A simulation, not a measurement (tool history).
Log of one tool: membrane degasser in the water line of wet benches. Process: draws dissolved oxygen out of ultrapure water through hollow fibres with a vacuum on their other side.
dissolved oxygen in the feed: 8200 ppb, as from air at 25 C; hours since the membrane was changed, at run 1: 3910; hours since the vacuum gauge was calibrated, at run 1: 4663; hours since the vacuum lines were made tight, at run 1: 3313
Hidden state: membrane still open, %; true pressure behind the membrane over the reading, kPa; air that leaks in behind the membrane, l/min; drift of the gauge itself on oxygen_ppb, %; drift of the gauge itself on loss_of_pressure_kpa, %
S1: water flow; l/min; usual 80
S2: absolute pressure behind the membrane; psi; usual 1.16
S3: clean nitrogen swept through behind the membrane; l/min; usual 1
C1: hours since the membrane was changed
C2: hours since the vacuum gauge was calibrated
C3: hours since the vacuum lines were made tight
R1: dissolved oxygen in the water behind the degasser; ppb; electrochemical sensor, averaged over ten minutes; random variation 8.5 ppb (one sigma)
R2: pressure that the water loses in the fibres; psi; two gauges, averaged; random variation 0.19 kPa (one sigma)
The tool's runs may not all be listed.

run    hour   S1     S2    S3    C1    C2    C3      R1     R2
  1       0   80   1.16     1  3910  4663  3313   893.7  5.465
  2    86.7   80   1.16     1  3997  4750  3400   894.4  5.524
  3   210.7   80   1.16     1  4121  4874  3524   916.6  5.469
  4   278.3   80   1.16     1  4189  4941  3592   882.8  5.514
  5   406.7   80   2.88     1  4317  5070  3720  2076.4  5.475
  6   483.7   80   1.16  0.74  4394  5147  3797  1023.9  5.506
  7   551.6   80   1.16  0.74  4462  5215  3865  1019.2   5.48
  8   689.6   80   1.16  0.74  4600  5352  4003   999.3  5.487
  9   790.4   80   1.16     1  4701  5453  4104   872.1  5.546
 10     863   80   1.16     1  4773  5526  4176   893.4  5.548
 11   934.7   80   1.16     1  4845  5598  4248     902  5.477
 12  1040.4   80   1.16     1  4951  5703  4354   907.8  5.558
 13  1130.1   80   1.16     1  5040  5793  4444   894.8  5.565
 14  1233.1   80   1.16     1  5143  5896  4546   895.7  5.507
     1240.2  -- vacuum gauge calibrated
 15  1361.7   80   1.16     1  5271   122  4675   920.1  5.506
 16  1465.1   80   1.16     1  5375   225  4778     911  5.574
 17  1575.5   80   1.16     1  5485   335  4888   905.4  5.578
 18    1661   80  0.809  0.48  5571   421  4974   792.8  5.546
     1739.8  -- vacuum gauge calibrated, once more
 19  1765.5   80   1.16  1.68  5675    26  5078   698.3  5.585
 20  1884.3  100  2.596  1.44  5794   145  5197    1861  6.934
 21  1987.6   80  1.523  0.59  5897   248  5300  1439.6   5.58
 22  2070.8   70  1.523  1.56  5980   331  5383     815  4.866
 23    2201   80  1.021  0.74  6110   461  5513   868.7  5.584
 24  2322.4   80  1.021  0.74  6232   583  5635   888.6    5.6
 25  2437.6   92  1.021  0.74  6347   698  5750  1020.1   6.47
 26  2562.2   81  2.003  0.73  6471   822  5875  1760.3  5.675
 27  2653.7   83   1.16     1  6563   914  5966   922.9  5.849
 28  2725.2   77   1.16  0.48  6634   985  6038  1144.5  5.359
 29  2801.4   86  0.962  1.11  6711  1062  6114   777.6  6.061
 30  2889.8   61   1.16     1  6799  1150  6202   677.2  4.266
 31  2972.9   54   1.16  0.56  6882  1233  6285   800.1  3.804
 32  3093.2   89  2.466  0.85  7002  1353  6406  2127.7  6.284

The same runs without the tool's hidden state, with the same run-to-run variation:
run      R1     R2
  1   850.1   5.31
  2   849.8  5.365
  3   869.7  5.304
  4     837  5.346
  5  2042.6  5.303
  6   972.9  5.329
  7   967.7    5.3
  8   947.4  5.301
  9   821.9  5.355
 10   841.3  5.353
 11   848.6  5.279
 12     853  5.355
 13   839.9  5.359
 14   839.7  5.297
 15     850   5.29
 16   840.6  5.355
 17   834.4  5.352
 18   700.2  5.317
 19   658.1   5.35
 20  1819.7  6.634
 21  1409.9  5.333
 22   779.6  4.648
 23   825.7  5.329
 24   843.2   5.34
 25   965.1  6.163
 26  1727.3    5.4
 27   872.9  5.564
 28  1104.6  5.091
 29     720  5.755
 30   641.4  4.048
 31   773.5  3.609
 32  2088.3  5.954

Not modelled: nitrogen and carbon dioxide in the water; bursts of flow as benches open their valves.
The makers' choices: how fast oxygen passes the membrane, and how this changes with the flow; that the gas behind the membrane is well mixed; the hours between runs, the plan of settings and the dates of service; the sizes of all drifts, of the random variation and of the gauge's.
